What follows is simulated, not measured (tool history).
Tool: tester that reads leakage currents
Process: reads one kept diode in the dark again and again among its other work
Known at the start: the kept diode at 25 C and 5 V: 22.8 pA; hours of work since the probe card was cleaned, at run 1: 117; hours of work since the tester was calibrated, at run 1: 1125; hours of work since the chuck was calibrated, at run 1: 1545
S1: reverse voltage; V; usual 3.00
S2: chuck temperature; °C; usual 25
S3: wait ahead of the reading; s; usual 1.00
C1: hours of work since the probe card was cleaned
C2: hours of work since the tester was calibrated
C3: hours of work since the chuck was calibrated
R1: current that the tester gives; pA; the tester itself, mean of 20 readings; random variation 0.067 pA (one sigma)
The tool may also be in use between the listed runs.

run     day     S1  S2    S3    C1    C2    C3      R1
  1   0.000   3.00  25  1.00   117  1125  1545   18.52
  2   1.154   3.00  25  1.00   138  1146  1567   18.49
  3   3.088   3.00  25  1.00   174  1182  1603   18.36
  4   4.954   3.00  25  1.00   209  1217  1637   18.55
  5   5.958   3.00  25  1.00   227  1236  1656   18.60
  6   7.621   4.75  25  1.00   258  1267  1687   22.71
  7   8.892   4.75  25  1.00   282  1290  1710   22.92
  8  10.192   3.00  25  1.00   306  1314  1735   18.56
  9  11.392   3.00  25  1.00   328  1337  1757   18.54
     12.900  -- chuck's temperature calibrated
 10  13.504   3.00  25  1.00   366  1374    11   18.66
 11  15.446   3.00  25  5.03   402  1410    47   18.51
 12  17.054   3.00  25  5.03   432  1440    77   18.34
 13  18.679   3.00  25  5.03   462  1470   107   18.41
 14  20.104   3.00  25  5.03   489  1497   134   18.46
 15  21.558   3.00  25  5.03   515  1524   161   18.41
 16  23.233   3.00  31  1.00   547  1555   192   31.26
 17  24.804   3.00  25  1.00   576  1584   221   18.70
 18  25.758   3.00  25  5.93   594  1602   239   18.43
 19  27.346   3.00  25  5.93   623  1631   268   18.49
 20  28.233   3.00  25  5.93   639  1648   285   18.38
 21  29.525   3.00  25  5.93   663  1672   309   18.39
 22  31.592   9.12  21  0.32   702  1710   347   23.16
 23  33.162   9.12  21  0.32   731  1739   376   23.32
 24  34.517   9.12  41  4.81   756  1765   402  115.78
 25  35.862   9.12  41  4.81   781  1790   427  115.46
 26  37.300   2.55  41  4.81   808  1816   453   66.05
 27  39.054   2.55  41  4.81   840  1849   486   65.99
 28  40.242   2.55  41  4.81   862  1871   508   66.02
 29  42.125   2.55  41  4.81   897  1906   543   66.01
 30  43.233  11.98  35  4.23   918  1926   563   79.49
 31  44.121   3.20  36  1.19   935  1943   580   48.77
 32  44.962   3.00  31  0.41   950  1959   596   31.67
 33  46.850   1.48  38  1.18   985  1994   631   41.09
 34  47.867   1.48  38  1.18  1004  2012   649   40.86

Forecast run 35:
 35  49.867  8.02  59  1.46  1041  2050  687   ?

{"run 35": {"R1": 427.37}}
Without the tool's hidden state the same run would have given R1 427.61 pA.
